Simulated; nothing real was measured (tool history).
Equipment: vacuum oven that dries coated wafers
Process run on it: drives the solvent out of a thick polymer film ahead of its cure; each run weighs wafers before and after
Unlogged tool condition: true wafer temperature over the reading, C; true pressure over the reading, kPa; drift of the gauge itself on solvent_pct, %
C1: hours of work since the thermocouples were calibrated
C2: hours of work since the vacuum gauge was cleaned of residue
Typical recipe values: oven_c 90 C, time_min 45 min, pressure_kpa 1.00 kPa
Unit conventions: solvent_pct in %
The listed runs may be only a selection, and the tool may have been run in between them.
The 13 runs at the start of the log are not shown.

{"run": 14, "day": 4.846, "oven_c": 90, "time_min": 45, "pressure_kpa": 3.94, "C1": 177, "C2": 120, "solvent_pct": 3.56}
{"run": 15, "day": 5.292, "oven_c": 90, "time_min": 45, "pressure_kpa": 1.0, "C1": 183, "C2": 126, "solvent_pct": 1.76}
{"run": 16, "day": 5.792, "oven_c": 90, "time_min": 79, "pressure_kpa": 3.62, "C1": 190, "C2": 133, "solvent_pct": 2.61}
{"run": 17, "day": 6.138, "oven_c": 90, "time_min": 45, "pressure_kpa": 2.65, "C1": 195, "C2": 138, "solvent_pct": 2.77}
{"run": 18, "day": 6.638, "oven_c": 90, "time_min": 45, "pressure_kpa": 2.65, "C1": 202, "C2": 144, "solvent_pct": 2.75}
{"run": 19, "day": 6.879, "oven_c": 90, "time_min": 45, "pressure_kpa": 2.65, "C1": 205, "C2": 148, "solvent_pct": 2.68}
{"run": 20, "day": 7.125, "oven_c": 91, "time_min": 39, "pressure_kpa": 0.99, "C1": 208, "C2": 151, "solvent_pct": 1.91}
{"run": 21, "day": 7.358, "oven_c": 91, "time_min": 25, "pressure_kpa": 0.99, "C1": 211, "C2": 154, "solvent_pct": 3.28}
{"run": 22, "day": 7.629, "oven_c": 90, "time_min": 45, "pressure_kpa": 1.77, "C1": 215, "C2": 158, "solvent_pct": 2.17}
{"run": 23, "day": 8.158, "oven_c": 90, "time_min": 45, "pressure_kpa": 1.77, "C1": 222, "C2": 165, "solvent_pct": 2.24}
{"run": 24, "day": 8.404, "oven_c": 103, "time_min": 38, "pressure_kpa": 1.77, "C1": 226, "C2": 168, "solvent_pct": 0.84}
{"run": 25, "day": 8.921, "oven_c": 91, "time_min": 46, "pressure_kpa": 1.0, "C1": 233, "C2": 175, "solvent_pct": 1.55}
{"run": 26, "day": 9.396, "oven_c": 91, "time_min": 46, "pressure_kpa": 1.0, "C1": 239, "C2": 182, "solvent_pct": 1.5}
{"run": 27, "day": 9.862, "oven_c": 78, "time_min": 61, "pressure_kpa": 2.16, "C1": 245, "C2": 188, "solvent_pct": 4.59}
{"run": 28, "day": 10.3, "oven_c": 77, "time_min": 45, "pressure_kpa": 0.81, "C1": 251, "C2": 194, "solvent_pct": 4.79}
{"run": 29, "day": 10.775, "oven_c": 77, "time_min": 45, "pressure_kpa": 0.81, "C1": 258, "C2": 201, "solvent_pct": 4.77}
{"run": 30, "day": 11.154, "oven_c": 98, "time_min": 27, "pressure_kpa": 1.0, "C1": 263, "C2": 206, "solvent_pct": 1.59}

Below are 5 alternative next runs, each starting from the tool's condition after run 30. Predict each:
{"run": "A", "day": 11.488, "oven_c": 90, "time_min": 64, "pressure_kpa": 1.0, "C1": 267, "C2": 210, "solvent_pct": "?"}
{"run": "B", "day": 11.488, "oven_c": 88, "time_min": 27, "pressure_kpa": 1.0, "C1": 267, "C2": 210, "solvent_pct": "?"}
{"run": "C", "day": 11.488, "oven_c": 105, "time_min": 47, "pressure_kpa": 1.77, "C1": 267, "C2": 210, "solvent_pct": "?"}
{"run": "D", "day": 11.488, "oven_c": 84, "time_min": 45, "pressure_kpa": 1.0, "C1": 267, "C2": 210, "solvent_pct": "?"}
{"run": "E", "day": 11.488, "oven_c": 76, "time_min": 27, "pressure_kpa": 1.0, "C1": 267, "C2": 210, "solvent_pct": "?"}

run=A solvent_pct=1.09
run=B solvent_pct=3.72
run=C solvent_pct=0.73
run=D solvent_pct=3.03
run=E solvent_pct=6.72
Take away the tool's hidden state, keep each run's random variation, and the runs would have read:
run=A solvent_pct=1.09
run=B solvent_pct=3.73
run=C solvent_pct=0.73
run=D solvent_pct=3.03
run=E solvent_pct=6.72

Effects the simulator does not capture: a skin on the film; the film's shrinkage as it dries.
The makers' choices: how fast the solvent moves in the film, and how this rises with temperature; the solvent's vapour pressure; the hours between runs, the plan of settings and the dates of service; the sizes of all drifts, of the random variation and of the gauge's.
